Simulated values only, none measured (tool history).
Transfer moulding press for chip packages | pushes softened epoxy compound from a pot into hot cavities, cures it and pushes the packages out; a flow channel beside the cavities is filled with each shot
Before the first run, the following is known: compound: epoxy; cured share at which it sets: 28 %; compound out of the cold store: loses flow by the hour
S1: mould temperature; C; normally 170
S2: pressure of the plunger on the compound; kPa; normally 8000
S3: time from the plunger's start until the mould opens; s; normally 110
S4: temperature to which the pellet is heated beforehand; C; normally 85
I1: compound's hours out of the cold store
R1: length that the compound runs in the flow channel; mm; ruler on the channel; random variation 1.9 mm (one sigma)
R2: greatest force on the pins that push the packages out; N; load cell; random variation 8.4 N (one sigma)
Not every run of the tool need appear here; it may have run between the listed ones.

run   hour   S1    S2   S3  S4    I1   R1   R2
  1    0.0  170  8000  110  85  20.0  833  658
  2    9.0  170  8000  110  85  23.2  815  672
      13.0  -- cavities cleaned with cleaning compound and waxed
  3   17.7  170  8000  110  85  39.4  724  777
  4   22.9  170  8000  110  85  30.8  770  768
  5   28.3  170  8000  110  85  24.5  807  785
  6   35.2  170  8000  110  85  17.9  843  788
  7   41.5  170  8000  110  85  36.0  739  751
  8   48.1  170  8000  110  85  18.2  840  787
      50.4  -- cavities cleaned with cleaning compound and waxed, once more
  9   55.8  170  8000  110  85  16.8  849  425
 10   63.0  170  8000  110  85  20.5  824  476
 11   74.0  170  8000  110  84  44.6  696  496
 12   81.8  170  8000  110  84  22.2  815  590
 13   87.5  170  8000  110  84  42.0  711  595
 14   95.6  170  8000  128  85  25.1  797  527
 15  104.3  170  8000  128  85  21.0  821  546
 16  113.8  173  9840   90  93  11.5  960  915
     115.9  -- cavities cleaned with cleaning compound and waxed
 17  124.9  176  8000  110  85  44.3  683  339
 18  136.3  176  7160  110  75  45.1  639  406
 19  145.0  170  9030  147  85  23.7  853  425
 20  155.8  170  9030  147  85  14.8  908  481
 21  163.8  170  9030  147  85  19.1  882  484
 22  173.9  170  8000  107  85  37.9  725  691
     181.9  -- cavities cleaned with cleaning compound and waxed
 23  182.6  177  6260  102  89  18.8  714  299
 24  190.5  177  6260  102  89  15.7  730  368
 25  198.0  162  7320  132  80  32.9  743  591

5 options for the next run, each taken on its own from the tool as it stands now. Forecast them:
  A  205.6  170  8000  136  85  17.3   ?   ?
  B  205.6  170  8810  148  85  40.9   ?   ?
  C  205.6  170  6840  110  85  40.0   ?   ?
  D  205.6  173  8000  110  76  27.6   ?   ?
  E  205.6  169  8000  110  91  28.2   ?   ?

run   R1   R2
  A  836  429
  B  746  420
  C  659  529
  D  771  497
  E  780  575
What these runs would have given with no unlogged condition in the tool:
run   R1   R2
  A  863  277
  B  770  276
  C  681  344
  D  796  324
  E  805  372
